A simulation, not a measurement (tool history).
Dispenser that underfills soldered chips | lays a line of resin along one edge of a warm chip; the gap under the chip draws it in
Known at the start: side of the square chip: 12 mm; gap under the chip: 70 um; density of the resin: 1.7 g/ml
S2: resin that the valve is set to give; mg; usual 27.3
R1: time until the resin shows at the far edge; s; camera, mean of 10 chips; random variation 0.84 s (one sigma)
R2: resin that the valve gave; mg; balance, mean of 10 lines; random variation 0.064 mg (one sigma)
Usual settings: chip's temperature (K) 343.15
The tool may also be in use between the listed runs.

Run 1, hour 0: usual settings. Result: R1 97.6 s, R2 26.44 mg.
Run 2, hour 10.4: usual settings. Result: R1 160 s, R2 26.52 mg.
At hour 12.4: new syringe of resin.
Run 3, hour 23.8: usual settings but chip's temperature (K) 346.15. Result: R1 114 s, R2 26.37 mg.
At hour 30: new syringe of resin.
Run 4, hour 36.9: usual settings but chip's temperature (K) 346.15. Result: R1 92.8 s, R2 26.21 mg.
At hour 47.8: new syringe of resin.
Run 5, hour 49.5: usual settings. Result: R1 81.9 s, R2 26.17 mg.
At hour 62.9: dispensing valve cleaned and set on the balance.
Run 6, hour 63.8: usual settings. Result: R1 152.4 s, R2 27.27 mg.
At hour 66.8: new syringe of resin.
Run 7, hour 71.7: usual settings. Result: R1 93.9 s, R2 27.23 mg.
At hour 84.5: new syringe of resin.
Run 8, hour 85: usual settings. Result: R1 76.2 s, R2 27.12 mg.
Run 9, hour 96.7: usual settings. Result: R1 131.3 s, R2 27.01 mg.
At hour 102.2: new syringe of resin.
Run 10, hour 104.7: usual settings. Result: R1 82.9 s, R2 26.97 mg.
Run 11, hour 118.3: usual settings. Result: R1 161.2 s, R2 26.92 mg.
At hour 120.1: new syringe of resin.
Run 12, hour 131.2: usual settings. Result: R1 128.5 s, R2 26.81 mg.
At hour 137.8: new syringe of resin.
Run 13, hour 141.5: usual settings. Result: R1 89.3 s, R2 26.82 mg.
Run 14, hour 151.2: usual settings but chip's temperature (K) 342.15, S2 31 mg. Result: R1 148.4 s, R2 30.29 mg.
At hour 156.2: new syringe of resin.
Run 15, hour 161.3: usual settings but S2 26.6 mg. Result: R1 94.7 s, R2 25.9 mg.
Run 16, hour 171.8: usual settings but S2 26.6 mg. Result: R1 155.4 s, R2 25.85 mg.
At hour 174.4: new syringe of resin.
Run 17, hour 182.3: usual settings but chip's temperature (K) 348.15, S2 25.2 mg. Result: R1 89.7 s, R2 24.4 mg.
At hour 191.9: new syringe of resin.
Run 18, hour 194.7: usual settings but chip's temperature (K) 334.15. Result: R1 123.1 s, R2 26.32 mg.
Run 19, hour 200.5: usual settings but chip's temperature (K) 335.15, S2 25.1 mg. Result: R1 162.7 s, R2 24.1 mg.
At hour 209.6: new syringe of resin.
Run 20, hour 212.3: usual settings but chip's temperature (K) 335.15, S2 25.1 mg. Result: R1 123.1 s, R2 24.17 mg.
Run 21, hour 224.3: usual settings but chip's temperature (K) 335.15, S2 35.3 mg. Result: R1 210 s, R2 33.72 mg.
At hour 227.5: new syringe of resin.
At hour 232: dispensing valve cleaned and set on the balance.
Run 22, hour 236.1: usual settings but chip's temperature (K) 352.15, S2 35.4 mg. Result: R1 70 s, R2 35.35 mg.
Run 23, hour 245.1: usual settings but chip's temperature (K) 339.15, S2 29.9 mg. Result: R1 187.3 s, R2 29.96 mg.

Hidden state or all else? Some run-to-run changes of R1, split into what the settings, what came in and random variation would give without the hidden state, and what is left for the hidden state (with any gauge scatter that isn't in both results):
The hidden state here: resin's viscosity, % of fresh resin's; dose that the valve gives, % of what is set; true chip temperature over the reading, C; drift of the gauge itself on fill_s, %; drift of the gauge itself on given_mg, %.
Run 20 -> 21: S2 25.1 -> 35.3. R1 +86.9 s: hidden state +91.1, all else -4.2.
Run 21 -> 22: chip's temperature (K) 335.15 -> 352.15, S2 35.3 -> 35.4, new syringe of resin, dispensing valve cleaned and set on the balance. R1 -140 s: hidden state -82.7, all else -57.3.
Run 22 -> 23: chip's temperature (K) 352.15 -> 339.15, S2 35.4 -> 29.9. R1 +117.3 s: hidden state +77.6, all else +39.7.
